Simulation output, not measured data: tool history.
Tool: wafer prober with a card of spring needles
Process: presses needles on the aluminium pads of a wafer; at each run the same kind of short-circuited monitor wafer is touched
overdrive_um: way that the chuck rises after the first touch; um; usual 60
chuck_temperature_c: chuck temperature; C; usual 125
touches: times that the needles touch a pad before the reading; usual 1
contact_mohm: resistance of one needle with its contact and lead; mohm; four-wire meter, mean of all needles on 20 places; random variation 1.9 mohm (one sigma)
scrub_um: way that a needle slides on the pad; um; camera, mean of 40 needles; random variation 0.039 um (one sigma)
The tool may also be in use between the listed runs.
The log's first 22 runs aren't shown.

run   hour  overdrive_um  chuck_temperature_c  touches  touches since the tips were cleaned  cleanings since the card got new needles  touches since the first contact's height was set  contact_mohm  scrub_um
     334.9  -- tips cleaned on abrasive film
 23    341            48                   26        3                                 2350                                        62                                             13151           180     11.62
     348.2  -- tips cleaned on abrasive film
 24  353.4            50                   30        1                                 1997                                        63                                             17877           180     12.05
     361.4  -- tips cleaned on abrasive film
 25  371.8            41                   44        2                                 3974                                        64                                             24882           188       9.9
     373.8  -- tips cleaned on abrasive film
 26  382.8            41                   44        2                                 3445                                        65                                             29066           189      9.91
     386.2  -- tips cleaned on abrasive film
 27  393.8            41                   44        2                                 2918                                        66                                             33252           188      9.92
     399.8  -- tips cleaned on abrasive film
 28  407.3            50                  124        2                                 2901                                        67                                             38388           204     12.12
     412.5  -- tips cleaned on abrasive film
 29  419.1            68                   90        1                                 2546                                        68                                             42883           188     16.47
     425.9  -- tips cleaned on abrasive film
 30  437.5            60                   55        2                                 4442                                        69                                             49877           182     14.46
     438.6  -- tips cleaned on abrasive film
     451.6  -- tips cleaned on abrasive film
 31  454.6            60                   55        2                                 1177                                        71                                             56382           183     14.47
     465.4  -- tips cleaned on abrasive film
 32  472.9            60                   55        2                                 2876                                        72                                             63355           181     14.56

4 ways to go on from here, each from the tool as it stands after run 32. What would each give?
     477.8  -- tips cleaned on abrasive film
  A  482.9            73                   75        1                                 1929                                        73                                             67137             ?         ?
     477.8  -- tips cleaned on abrasive film
  B  482.9            75                   65        2                                 1929                                        73                                             67137             ?         ?
     477.8  -- tips cleaned on abrasive film
  C  482.9            57                  112        2                                 1929                                        73                                             67137             ?         ?
     477.8  -- tips cleaned on abrasive film
  D  482.9            60                   73        1                                 1929                                        73                                             67137             ?         ?

run  contact_mohm  scrub_um
  A           181     17.65
  B           181      18.2
  C           193     13.79
  D           187     14.51
Without the tool's hidden state the same runs would have given:
run  contact_mohm  scrub_um
  A           181     17.65
  B           181     18.21
  C           193     13.79
  D           187     14.52
